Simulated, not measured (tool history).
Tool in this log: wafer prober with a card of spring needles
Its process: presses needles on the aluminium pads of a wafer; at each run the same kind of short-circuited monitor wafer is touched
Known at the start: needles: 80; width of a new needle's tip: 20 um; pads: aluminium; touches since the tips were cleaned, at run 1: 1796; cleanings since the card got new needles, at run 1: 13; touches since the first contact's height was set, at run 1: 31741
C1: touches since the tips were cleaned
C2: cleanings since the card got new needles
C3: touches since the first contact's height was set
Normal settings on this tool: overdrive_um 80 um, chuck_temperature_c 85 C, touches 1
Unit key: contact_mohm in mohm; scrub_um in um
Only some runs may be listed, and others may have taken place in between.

Run 1, hour 0: usual settings; C1 1796; C2 13; C3 31741. Result: contact_mohm 296 mohm, scrub_um 10.86 um.
At hour 1.3: tips cleaned on abrasive film.
At hour 7.7: tips cleaned on abrasive film.
At hour 14.4: tips cleaned on abrasive film.
Run 2, hour 16.8: usual settings; C1 817; C2 16; C3 37376. Result: contact_mohm 289 mohm, scrub_um 10.77 um.
At hour 21.3: tips cleaned on abrasive film.
Run 3, hour 26.1: usual settings; C1 1648; C2 17; C3 40519. Result: contact_mohm 292 mohm, scrub_um 10.84 um.
At hour 27.8: tips cleaned on abrasive film.
At hour 34.8: tips cleaned on abrasive film.
Run 4, hour 38.4: usual settings; C1 1227; C2 19; C3 44637. Result: contact_mohm 289 mohm, scrub_um 11.03 um.
At hour 41.3: tips cleaned on abrasive film.
Run 5, hour 47.5: usual settings; C1 2096; C2 20; C3 47684. Result: contact_mohm 298 mohm, scrub_um 10.84 um.
At hour 48.5: tips cleaned on abrasive film.
At hour 55.6: tips cleaned on abrasive film.
Run 6, hour 56.4: usual settings but touches 2; C1 258; C2 22; C3 50654. Result: contact_mohm 280 mohm, scrub_um 10.86 um.
At hour 58.2: height of the first contact set anew.
At hour 62.5: tips cleaned on abrasive film.
At hour 69.6: tips cleaned on abrasive film.
Run 7, hour 71.3: usual settings but touches 2; C1 569; C2 24; C3 4396. Result: contact_mohm 280 mohm, scrub_um 10.52 um.
At hour 77: tips cleaned on abrasive film.
Run 8, hour 83: usual settings but touches 2; C1 2060; C2 25; C3 8363. Result: contact_mohm 287 mohm, scrub_um 10.64 um.
At hour 84: tips cleaned on abrasive film.
At hour 91.5: tips cleaned on abrasive film.
Run 9, hour 96.1: usual settings but touches 2; C1 1551; C2 27; C3 12748. Result: contact_mohm 288 mohm, scrub_um 10.49 um.
At hour 99.1: tips cleaned on abrasive film.
Run 10, hour 104.5: usual settings but touches 2; C1 1835; C2 28; C3 15572. Result: contact_mohm 289 mohm, scrub_um 10.69 um.
At hour 105.8: tips cleaned on abrasive film.
At hour 113.3: tips cleaned on abrasive film.
Run 11, hour 116.8: usual settings but overdrive_um 68 um, chuck_temperature_c 40 C; C1 1180; C2 30; C3 19710. Result: contact_mohm 283 mohm, scrub_um 9.01 um.
At hour 119.8: tips cleaned on abrasive film.
At hour 126.4: tips cleaned on abrasive film.
At hour 132.9: tips cleaned on abrasive film.
Run 12, hour 133.3: usual settings but overdrive_um 69 um; C1 140; C2 33; C3 25225. Result: contact_mohm 281 mohm, scrub_um 9.21 um.
At hour 139.7: tips cleaned on abrasive film.
At hour 141.5: height of the first contact set anew, once more.
Run 13, hour 142.5: usual settings but overdrive_um 69 um; C1 839; C2 34; C3 327. Result: contact_mohm 286 mohm, scrub_um 9.38 um.
At hour 147: tips cleaned on abrasive film.
At hour 154: tips cleaned on abrasive film.
Run 14, hour 158.6: usual settings but chuck_temperature_c 100 C; C1 1561; C2 36; C3 5746. Result: contact_mohm 294 mohm, scrub_um 10.96 um.
At hour 161: tips cleaned on abrasive film.
At hour 167.6: tips cleaned on abrasive film.
At hour 174.8: tips cleaned on abrasive film.
Run 15, hour 176: usual settings but overdrive_um 85 um, chuck_temperature_c 32 C, touches 2; C1 378; C2 39; C3 11565. Result: contact_mohm 267 mohm, scrub_um 11.57 um.
At hour 181.6: tips cleaned on abrasive film.
Run 16, hour 186.4: usual settings but overdrive_um 85 um, chuck_temperature_c 32 C, touches 2; C1 1620; C2 40; C3 15086. Result: contact_mohm 271 mohm, scrub_um 11.64 um.
At hour 188: tips cleaned on abrasive film.
At hour 194.8: tips cleaned on abrasive film.
At hour 201.6: tips cleaned on abrasive film.
Run 17, hour 204: usual settings but overdrive_um 82 um, chuck_temperature_c 48 C, touches 2; C1 816; C2 43; C3 20988. Result: contact_mohm 271 mohm, scrub_um 11.16 um.

Forecast each of these 4 alternatives for the next run:
At hour 208.3: tips cleaned on abrasive film.
At hour 214.8: tips cleaned on abrasive film.
Run A, hour 214.8: usual settings; C1 0; C2 45; C3 24614. Result: contact_mohm ?, scrub_um ?.
At hour 208.3: tips cleaned on abrasive film.
At hour 214.8: tips cleaned on abrasive film.
Run B, hour 214.8: usual settings but overdrive_um 81 um; C1 0; C2 45; C3 24614. Result: contact_mohm ?, scrub_um ?.
At hour 208.3: tips cleaned on abrasive film.
At hour 214.8: tips cleaned on abrasive film.
Run C, hour 214.8: usual settings but overdrive_um 82 um, chuck_temperature_c 48 C; C1 0; C2 45; C3 24614. Result: contact_mohm ?, scrub_um ?.
At hour 208.3: tips cleaned on abrasive film.
At hour 214.8: tips cleaned on abrasive film.
Run D, hour 214.8: usual settings but overdrive_um 76 um, chuck_temperature_c 103 C, touches 2; C1 0; C2 45; C3 24614. Result: contact_mohm ?, scrub_um ?.

run  contact_mohm  scrub_um
  A           277     11.01
  B           274     10.95
  C           263      11.3
  D           283     10.18
Without the tool's unlogged condition, the same runs would have read:
run  contact_mohm  scrub_um
  A           275     11.08
  B           272     11.02
  C           260     11.37
  D           282     10.25
